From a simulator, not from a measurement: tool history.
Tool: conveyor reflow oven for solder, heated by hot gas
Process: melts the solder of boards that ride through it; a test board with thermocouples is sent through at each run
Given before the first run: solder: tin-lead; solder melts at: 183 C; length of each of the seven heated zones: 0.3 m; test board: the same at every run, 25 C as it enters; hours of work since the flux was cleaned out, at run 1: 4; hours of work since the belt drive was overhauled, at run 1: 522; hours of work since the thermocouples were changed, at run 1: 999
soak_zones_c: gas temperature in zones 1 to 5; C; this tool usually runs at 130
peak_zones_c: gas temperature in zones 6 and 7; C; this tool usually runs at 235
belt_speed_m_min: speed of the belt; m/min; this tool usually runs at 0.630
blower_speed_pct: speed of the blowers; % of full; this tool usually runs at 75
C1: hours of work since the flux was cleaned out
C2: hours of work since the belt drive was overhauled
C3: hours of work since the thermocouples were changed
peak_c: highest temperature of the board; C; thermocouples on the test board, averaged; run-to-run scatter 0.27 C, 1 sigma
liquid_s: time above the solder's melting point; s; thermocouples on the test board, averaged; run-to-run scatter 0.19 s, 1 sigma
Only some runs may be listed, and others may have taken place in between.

run 1 day=0.000 | soak_zones_c=130 peak_zones_c=235 belt_speed_m_min=0.630 blower_speed_pct=75 | C1=4 C2=522 C3=999 | peak_c=212.1 liquid_s=37.2
-- day=2.296 thermocouples of zones 6 and 7 changed
run 2 day=2.654 | soak_zones_c=130 peak_zones_c=235 belt_speed_m_min=0.630 blower_speed_pct=75 | C1=49 C2=567 C3=6 | peak_c=213.7 liquid_s=38.4
run 3 day=6.708 | soak_zones_c=130 peak_zones_c=235 belt_speed_m_min=0.630 blower_speed_pct=75 | C1=120 C2=638 C3=77 | peak_c=212.8 liquid_s=37.6
run 4 day=8.588 | soak_zones_c=130 peak_zones_c=247 belt_speed_m_min=0.630 blower_speed_pct=75 | C1=153 C2=671 C3=110 | peak_c=222.3 liquid_s=43.3
-- day=9.879 flux residue cleaned out of gas plates and filters
run 5 day=10.962 | soak_zones_c=130 peak_zones_c=246 belt_speed_m_min=0.630 blower_speed_pct=75 | C1=19 C2=709 C3=148 | peak_c=223.0 liquid_s=44.2
run 6 day=12.604 | soak_zones_c=143 peak_zones_c=235 belt_speed_m_min=0.630 blower_speed_pct=75 | C1=48 C2=738 C3=177 | peak_c=215.8 liquid_s=43.4
run 7 day=15.275 | soak_zones_c=143 peak_zones_c=235 belt_speed_m_min=0.630 blower_speed_pct=75 | C1=95 C2=785 C3=224 | peak_c=215.2 liquid_s=42.7
run 8 day=17.792 | soak_zones_c=130 peak_zones_c=235 belt_speed_m_min=0.622 blower_speed_pct=75 | C1=139 C2=829 C3=268 | peak_c=212.3 liquid_s=38.0
run 9 day=19.525 | soak_zones_c=130 peak_zones_c=235 belt_speed_m_min=0.622 blower_speed_pct=75 | C1=169 C2=859 C3=298 | peak_c=211.8 liquid_s=37.3
-- day=20.017 flux residue cleaned out of gas plates and filters
run 10 day=22.829 | soak_zones_c=130 peak_zones_c=235 belt_speed_m_min=0.622 blower_speed_pct=75 | C1=49 C2=914 C3=353 | peak_c=213.4 liquid_s=38.7
run 11 day=25.217 | soak_zones_c=130 peak_zones_c=235 belt_speed_m_min=0.539 blower_speed_pct=75 | C1=91 C2=956 C3=395 | peak_c=218.0 liquid_s=48.7
run 12 day=28.017 | soak_zones_c=130 peak_zones_c=235 belt_speed_m_min=0.539 blower_speed_pct=75 | C1=140 C2=1005 C3=444 | peak_c=217.3 liquid_s=48.4
-- day=28.525 belt drive overhauled, speed set with a stopwatch
-- day=30.242 flux residue cleaned out of gas plates and filters
run 13 day=30.996 | soak_zones_c=130 peak_zones_c=235 belt_speed_m_min=0.630 blower_speed_pct=75 | C1=13 C2=40 C3=489 | peak_c=213.1 liquid_s=38.3
run 14 day=33.450 | soak_zones_c=130 peak_zones_c=235 belt_speed_m_min=0.630 blower_speed_pct=75 | C1=56 C2=83 C3=532 | peak_c=212.2 liquid_s=37.7
run 15 day=36.588 | soak_zones_c=137 peak_zones_c=235 belt_speed_m_min=0.630 blower_speed_pct=75 | C1=111 C2=138 C3=587 | peak_c=213.7 liquid_s=40.2
run 16 day=39.883 | soak_zones_c=137 peak_zones_c=235 belt_speed_m_min=0.630 blower_speed_pct=75 | C1=169 C2=195 C3=645 | peak_c=212.7 liquid_s=39.7
-- day=40.404 flux residue cleaned out of gas plates and filters
run 17 day=43.154 | soak_zones_c=123 peak_zones_c=235 belt_speed_m_min=0.630 blower_speed_pct=74 | C1=48 C2=249 C3=699 | peak_c=210.5 liquid_s=34.6
run 18 day=45.733 | soak_zones_c=123 peak_zones_c=235 belt_speed_m_min=0.630 blower_speed_pct=74 | C1=93 C2=294 C3=744 | peak_c=209.5 liquid_s=34.1
-- day=47.458 belt drive overhauled, speed set with a stopwatch, once more
run 19 day=49.729 | soak_zones_c=130 peak_zones_c=228 belt_speed_m_min=0.630 blower_speed_pct=75 | C1=161 C2=40 C3=811 | peak_c=203.7 liquid_s=30.7
-- day=50.446 flux residue cleaned out of gas plates and filters
run 20 day=52.679 | soak_zones_c=130 peak_zones_c=228 belt_speed_m_min=0.630 blower_speed_pct=75 | C1=39 C2=88 C3=859 | peak_c=205.9 liquid_s=32.3
run 21 day=54.929 | soak_zones_c=118 peak_zones_c=228 belt_speed_m_min=0.630 blower_speed_pct=55 | C1=79 C2=127 C3=899 | peak_c=196.4 liquid_s=19.5
run 22 day=58.479 | soak_zones_c=118 peak_zones_c=228 belt_speed_m_min=0.630 blower_speed_pct=55 | C1=141 C2=190 C3=961 | peak_c=195.6 liquid_s=18.4
-- day=60.450 flux residue cleaned out of gas plates and filters
run 23 day=60.804 | soak_zones_c=116 peak_zones_c=239 belt_speed_m_min=0.560 blower_speed_pct=53 | C1=6 C2=227 C3=998 | peak_c=209.6 liquid_s=36.4
-- day=63.112 thermocouples of zones 6 and 7 changed
run 24 day=63.792 | soak_zones_c=116 peak_zones_c=239 belt_speed_m_min=0.560 blower_speed_pct=53 | C1=57 C2=278 C3=12 | peak_c=212.7 liquid_s=38.2
run 25 day=66.621 | soak_zones_c=116 peak_zones_c=239 belt_speed_m_min=0.560 blower_speed_pct=53 | C1=107 C2=327 C3=62 | peak_c=211.8 liquid_s=37.7
-- day=70.600 flux residue cleaned out of gas plates and filters
run 26 day=70.896 | soak_zones_c=116 peak_zones_c=239 belt_speed_m_min=0.560 blower_speed_pct=53 | C1=5 C2=398 C3=133 | peak_c=212.6 liquid_s=38.7
run 27 day=73.050 | soak_zones_c=133 peak_zones_c=249 belt_speed_m_min=0.560 blower_speed_pct=75 | C1=43 C2=436 C3=171 | peak_c=231.0 liquid_s=54.4
run 28 day=76.362 | soak_zones_c=133 peak_zones_c=249 belt_speed_m_min=0.737 blower_speed_pct=69 | C1=101 C2=494 C3=229 | peak_c=216.7 liquid_s=34.2
run 29 day=78.371 | soak_zones_c=130 peak_zones_c=249 belt_speed_m_min=0.725 blower_speed_pct=51 | C1=136 C2=529 C3=264 | peak_c=208.5 liquid_s=28.8

What if the next run were any one of these 3? Each begins from the tool's condition after run 29:
-- day=80.517 flux residue cleaned out of gas plates and filters
run A day=80.750 | soak_zones_c=130 peak_zones_c=227 belt_speed_m_min=0.630 blower_speed_pct=75 | C1=4 C2=568 C3=302 | peak_c=? liquid_s=?
-- day=80.517 flux residue cleaned out of gas plates and filters
run B day=80.750 | soak_zones_c=120 peak_zones_c=235 belt_speed_m_min=0.502 blower_speed_pct=74 | C1=4 C2=568 C3=302 | peak_c=? liquid_s=?
-- day=80.517 flux residue cleaned out of gas plates and filters
run C day=80.750 | soak_zones_c=126 peak_zones_c=235 belt_speed_m_min=0.570 blower_speed_pct=73 | C1=4 C2=568 C3=302 | peak_c=? liquid_s=?

run=A peak_c=207.0 liquid_s=33.4
run=B peak_c=219.4 liquid_s=51.7
run=C peak_c=216.2 liquid_s=43.3
With no hidden state in the tool, these same runs would have given:
run=A peak_c=207.5 liquid_s=33.5
run=B peak_c=219.8 liquid_s=51.6
run=C peak_c=216.6 liquid_s=43.3
